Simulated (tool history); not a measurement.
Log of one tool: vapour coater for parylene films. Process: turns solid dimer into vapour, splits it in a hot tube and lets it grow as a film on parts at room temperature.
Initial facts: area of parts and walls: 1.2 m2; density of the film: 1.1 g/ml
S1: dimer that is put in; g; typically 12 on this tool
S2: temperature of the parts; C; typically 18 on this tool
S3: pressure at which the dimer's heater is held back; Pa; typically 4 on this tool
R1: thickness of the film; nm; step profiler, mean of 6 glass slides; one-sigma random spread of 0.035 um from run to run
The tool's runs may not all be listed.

run    hour  S1  S2     S3    R1
  1       0  12  18      4  4160
  2    32.9  12  18      4  4080
  3    80.2  12  18      4  4090
  4   142.9  12  18   5.93  3790
  5   199.6  12  18   5.93  3750
  6   269.8  12  18   5.93  3740
  7   317.2  12  18      4  3960
      355.7  -- trap's valve overhauled
  8   377.6  12  18      4  3880
  9   426.6  12  30      4  2750
 10   483.7   5  18      4  1610
 11   531.1   5  18      4  1590
 12   588.8   5  18      4  1570
 13   638.8   5  18      4  1540
 14   701.1   5  18      4  1530
      708.9  -- trap's valve overhauled
      716.2  -- trap's valve overhauled, once more
 15   761.5   5  18      4  1730
 16   812.2  12  18      4  4110
 17   880.3  12  18      4  4060
 18   950.8  12  12      4  4660
 19    1003   9  12  11.04  3020
 20  1048.4   9  12  11.04  2980
     1071.3  -- trap's valve overhauled
 21  1087.8   9  12  11.04  3130
     1093.8  -- table's thermometer calibrated
 22  1165.5  20  16   4.33  7250
 23  1210.2  20  16   4.33  7230
 24  1288.8   7  18   5.31  2330
 25  1344.6   7  18   5.31  2260
 26  1415.3   7  18   5.31  2290
     1428.8  -- trap's valve overhauled
 27    1466   5  15   8.91  1680

What does the tool deliver on the next run?
 28  1506.4   7  18  11.84   ?

{"run 28": {"R1": 2040}}
With the hidden condition absent and the run-to-run variation left alone, this run would have shown R1 2070 nm.
